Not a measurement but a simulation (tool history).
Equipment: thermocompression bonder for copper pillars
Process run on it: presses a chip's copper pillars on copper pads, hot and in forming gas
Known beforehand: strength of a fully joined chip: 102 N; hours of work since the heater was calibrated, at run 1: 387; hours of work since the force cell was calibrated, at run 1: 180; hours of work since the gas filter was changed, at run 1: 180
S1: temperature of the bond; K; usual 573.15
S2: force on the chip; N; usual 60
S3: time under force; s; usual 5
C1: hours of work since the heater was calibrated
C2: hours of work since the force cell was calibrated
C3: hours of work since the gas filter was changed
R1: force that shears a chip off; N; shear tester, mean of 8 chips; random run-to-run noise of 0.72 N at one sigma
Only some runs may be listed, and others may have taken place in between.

| run | hour | S1 | S2 | S3 | C1 | C2 | C3 | R1 |
|---|---|---|---|---|---|---|---|---|
| 1 | 0 | 573.15 | 60 | 5 | 387 | 180 | 180 | 52 |
| 2 | 53.1 | 573.15 | 68 | 5 | 425 | 217 | 217 | 56.9 |
| 3 | 89.7 | 573.15 | 43 | 5 | 450 | 243 | 243 | 37.4 |
| 4 | 155.3 | 573.15 | 43 | 5 | 496 | 289 | 289 | 36.5 |
|  | 190 | forming gas filter changed |
| 5 | 216.1 | 573.15 | 43 | 5 | 539 | 331 | 18 | 37.1 |
| 6 | 261.8 | 573.15 | 43 | 5 | 571 | 363 | 50 | 36 |
| 7 | 328.8 | 573.15 | 43 | 7 | 618 | 410 | 98 | 43.1 |
| 8 | 370.3 | 573.15 | 43 | 7 | 647 | 440 | 127 | 41.3 |
| 9 | 437.2 | 573.15 | 43 | 7 | 694 | 487 | 174 | 41.3 |
| 10 | 512 | 573.15 | 53 | 5 | 747 | 539 | 226 | 46.3 |
| 11 | 582.5 | 573.15 | 53 | 5 | 797 | 589 | 276 | 45.8 |
| 12 | 624.3 | 573.15 | 53 | 5 | 826 | 618 | 305 | 44.5 |
|  | 637.6 | forming gas filter changed |
| 13 | 669.1 | 573.15 | 70 | 5 | 857 | 649 | 22 | 59.8 |
| 14 | 733.1 | 573.15 | 60 | 5 | 902 | 694 | 67 | 51.6 |
| 15 | 782 | 573.15 | 60 | 5 | 936 | 729 | 101 | 50.7 |
| 16 | 840.6 | 573.15 | 60 | 5 | 978 | 770 | 143 | 53 |
| 17 | 880.4 | 573.15 | 60 | 5 | 1006 | 798 | 171 | 51 |
| 18 | 941.9 | 573.15 | 60 | 5 | 1049 | 841 | 214 | 50.6 |
| 19 | 981.3 | 573.15 | 60 | 5 | 1077 | 869 | 242 | 51 |
| 20 | 1017.1 | 573.15 | 60 | 5 | 1102 | 894 | 267 | 52.1 |
|  | 1029.6 | heater calibrated with a thermocouple chip |
| 21 | 1057.3 | 577.15 | 53 | 3 | 19 | 921 | 294 | 39.2 |
|  | 1088.9 | forming gas filter changed |
| 22 | 1109.2 | 573.15 | 60 | 15 | 56 | 957 | 14 | 69.5 |
| 23 | 1173.5 | 564.15 | 60 | 13 | 101 | 1002 | 59 | 62.6 |
| 24 | 1235.2 | 564.15 | 60 | 5 | 144 | 1046 | 103 | 44.8 |
| 25 | 1294.3 | 564.15 | 60 | 5 | 186 | 1087 | 144 | 45.8 |
| 26 | 1358.7 | 593.15 | 85 | 14 | 231 | 1132 | 190 | 95.8 |
| 27 | 1405.3 | 578.15 | 52 | 3 | 264 | 1165 | 222 | 39.6 |
| 28 | 1469.5 | 578.15 | 52 | 3 | 309 | 1210 | 268 | 39.3 |
| 29 | 1529.1 | 578.15 | 52 | 3 | 351 | 1252 | 309 | 38.5 |
|  | 1535.8 | forming gas filter changed |
| 30 | 1600.7 | 578.15 | 52 | 3 | 401 | 1302 | 46 | 38.8 |
| 31 | 1679 | 573.15 | 60 | 3 | 456 | 1357 | 101 | 43.3 |
| 32 | 1744 | 573.15 | 60 | 3 | 502 | 1403 | 146 | 41.5 |
| 33 | 1783.3 | 573.15 | 60 | 3 | 529 | 1431 | 174 | 43.5 |
| 34 | 1857.3 | 573.15 | 44 | 5 | 581 | 1483 | 226 | 37.1 |
| 35 | 1910.4 | 591.15 | 41 | 10 | 619 | 1520 | 263 | 54.7 |
|  | 1982.9 | forming gas filter changed |
| 36 | 1987.1 | 591.15 | 41 | 10 | 672 | 1574 | 3 | 55.5 |
| 37 | 2042.4 | 591.15 | 41 | 10 | 711 | 1612 | 42 | 54.9 |
| 38 | 2107.4 | 591.15 | 41 | 10 | 757 | 1658 | 88 | 56.2 |
| 39 | 2166 | 580.15 | 49 | 13 | 798 | 1699 | 129 | 63.7 |

Across each entry between runs, compare the hidden state at the last listed run before it with the hidden state at the first listed run after it:
From run 4 to run 5: forming gas filter changed (hour 190)
  true temperature of the bond over the reading, C: 0.2 -> 0.3; oxide that the forming gas leaves, % of the face: 0.88 -> 0.53
From run 12 to run 13: forming gas filter changed (hour 637.6)
  oxide that the forming gas leaves, % of the face: 0.92 -> 0.53
From run 20 to run 21: heater calibrated with a thermocouple chip (hour 1029.6)
  true temperature of the bond over the reading, C: 0.5 -> 0.1; oxide that the forming gas leaves, % of the face: 0.87 -> 0.91
From run 21 to run 22: forming gas filter changed (hour 1088.9)
  oxide that the forming gas leaves, % of the face: 0.91 -> 0.53
From run 29 to run 30: forming gas filter changed (hour 1535.8)
  force that reaches the chip, % of what is set: 100.2 -> 100.3; oxide that the forming gas leaves, % of the face: 0.94 -> 0.57
From run 35 to run 36: forming gas filter changed (hour 1982.9)
  true temperature of the bond over the reading, C: 0.3 -> 0.4; oxide that the forming gas leaves, % of the face: 0.87 -> 0.51
